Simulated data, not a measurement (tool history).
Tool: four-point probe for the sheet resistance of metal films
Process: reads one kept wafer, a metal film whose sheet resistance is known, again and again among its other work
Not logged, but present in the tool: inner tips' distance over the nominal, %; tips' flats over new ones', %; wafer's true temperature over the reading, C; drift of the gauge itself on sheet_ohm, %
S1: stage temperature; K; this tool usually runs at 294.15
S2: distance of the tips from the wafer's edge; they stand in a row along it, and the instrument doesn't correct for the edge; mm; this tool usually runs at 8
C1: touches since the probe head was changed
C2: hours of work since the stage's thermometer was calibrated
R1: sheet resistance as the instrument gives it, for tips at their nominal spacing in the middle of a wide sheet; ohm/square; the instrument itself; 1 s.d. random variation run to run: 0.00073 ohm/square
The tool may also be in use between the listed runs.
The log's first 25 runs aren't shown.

Run 26, day 85.721: usual settings but S1 298.15 K, S2 5 mm; C1 5395; C2 849. Result: R1 3.639279 ohm/square.
Run 27, day 88.138: usual settings but S1 306.15 K, S2 5 mm; C1 7880; C2 889. Result: R1 3.630157 ohm/square.
Run 28, day 90.45: usual settings but S1 306.15 K, S2 7 mm; C1 10253; C2 927. Result: R1 3.616665 ohm/square.
Run 29, day 92.367: usual settings but S2 14 mm; C1 12223; C2 958. Result: R1 3.620064 ohm/square.
Run 30, day 96.621: usual settings but S2 14 mm; C1 16592; C2 1029. Result: R1 3.621819 ohm/square.
Run 31, day 99.579: usual settings but S2 18 mm; C1 19636; C2 1078. Result: R1 3.621851 ohm/square.
Run 32, day 104.258: usual settings but S1 301.15 K, S2 13 mm; C1 24444; C2 1155. Result: R1 3.615412 ohm/square.
Run 33, day 108.979: usual settings but S1 301.15 K, S2 13 mm; C1 29293; C2 1233. Result: R1 3.618731 ohm/square.
Run 34, day 113.758: usual settings but S1 301.15 K, S2 13 mm; C1 34203; C2 1312. Result: R1 3.620942 ohm/square.
Run 35, day 115.938: usual settings but S1 301.15 K, S2 13 mm; C1 36442; C2 1348. Result: R1 3.622643 ohm/square.
Run 36, day 118.079: usual settings but S1 293.15 K, S2 34 mm; C1 38641; C2 1383. Result: R1 3.630469 ohm/square.
Run 37, day 121.938: usual settings but S1 293.15 K, S2 34 mm; C1 42609; C2 1447. Result: R1 3.631171 ohm/square.
Run 38, day 126.246: usual settings but S1 293.15 K, S2 34 mm; C1 47036; C2 1518. Result: R1 3.633414 ohm/square.
Run 39, day 129.221: usual settings but S1 300.15 K, S2 6 mm; C1 50090; C2 1567. Result: R1 3.647066 ohm/square.
At day 129.625: stage's thermometer calibrated.
Run 40, day 131.321: usual settings but S1 292.15 K, S2 4 mm; C1 52229; C2 28. Result: R1 3.69066 ohm/square.
Run 41, day 133.438: usual settings but S1 292.15 K, S2 4 mm; C1 54404; C2 63. Result: R1 3.693332 ohm/square.
Run 42, day 136.521: usual settings but S1 292.15 K, S2 4 mm; C1 57572; C2 114. Result: R1 3.692331 ohm/square.
Run 43, day 138.783: usual settings but S2 7 mm; C1 59896; C2 151. Result: R1 3.658744 ohm/square.
Run 44, day 141.362: usual settings but S1 301.15 K, S2 5 mm; C1 62543; C2 194. Result: R1 3.667013 ohm/square.

Predict each of these 3 candidate next runs independently; none follows another, all start after run 44:
Run A, day 146.012: usual settings but S1 306.15 K; C1 67323; C2 271. Result: R1 ?.
Run B, day 146.012: usual settings but S1 291.15 K, S2 10 mm; C1 67323; C2 271. Result: R1 ?.
Run C, day 146.012: usual settings but S1 302.15 K, S2 32 mm; C1 67323; C2 271. Result: R1 ?.

run        R1
  A  3.644067
  B  3.657103
  C  3.636796
The same runs, with their run-to-run variation unchanged, on a tool lacking any hidden condition would have given:
run        R1
  A    3.6252
  B  3.638187
  C  3.617967
